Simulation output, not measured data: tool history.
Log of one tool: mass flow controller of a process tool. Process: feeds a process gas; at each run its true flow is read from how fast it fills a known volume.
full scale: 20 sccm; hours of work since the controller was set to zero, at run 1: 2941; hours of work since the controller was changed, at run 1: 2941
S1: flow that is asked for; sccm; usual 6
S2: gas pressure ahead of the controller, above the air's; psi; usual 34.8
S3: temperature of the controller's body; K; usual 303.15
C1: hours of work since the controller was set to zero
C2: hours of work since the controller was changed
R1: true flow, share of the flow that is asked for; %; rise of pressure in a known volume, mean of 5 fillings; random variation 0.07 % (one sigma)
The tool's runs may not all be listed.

run      day  S1    S2      S3    C1    C2      R1
  1        0   6  34.8  303.15  2941  2941   99.41
  2    8.583   6  34.8  303.15  3086  3086   99.44
  3   12.846   6  34.8  294.15  3158  3158   99.77
  4   17.717   6  34.8  294.15  3240  3240   99.85
  5   23.092   6  34.8  294.15  3331  3331   99.69
  6   27.471   6  34.8  294.15  3404  3404   99.84
  7   34.862   6  34.8  294.15  3529  3529    99.9
  8   42.021   6  34.8  294.15  3649  3649   99.72
  9   47.821   6  34.8  294.15  3747  3747   99.79
 10   53.462   6  34.8  294.15  3842  3842   99.89
 11   59.654   6  34.8  294.15  3947  3947    99.9
 12   64.429   4    29  306.15  4027  4027   99.92
 13   70.012   4    29  306.15  4121  4121   99.82
 14   79.162   6    26  305.15  4275  4275   99.14
 15   86.308   3  37.7  303.15  4396  4396   101.5
 16   92.533   3  37.7  303.15  4501  4501  101.63
 17   96.546  12  34.2  303.15  4568  4568   99.23
 18  106.042  12    21  301.15  4728  4728   98.72
 19  112.308  12    21  301.15  4834  4834   98.56
     113.183  -- controller's zero set anew
 20  119.967  12  33.8  301.15   114  4962   98.24
 21    126.5   6  34.8  305.15   224  5073   97.73

The next listed run, before its measurement:
 22  133.754   6  34.8  305.15  347  5195   ?

R1: 97.92 %
Without the tool's hidden state the same run would have given R1 98.99 %.
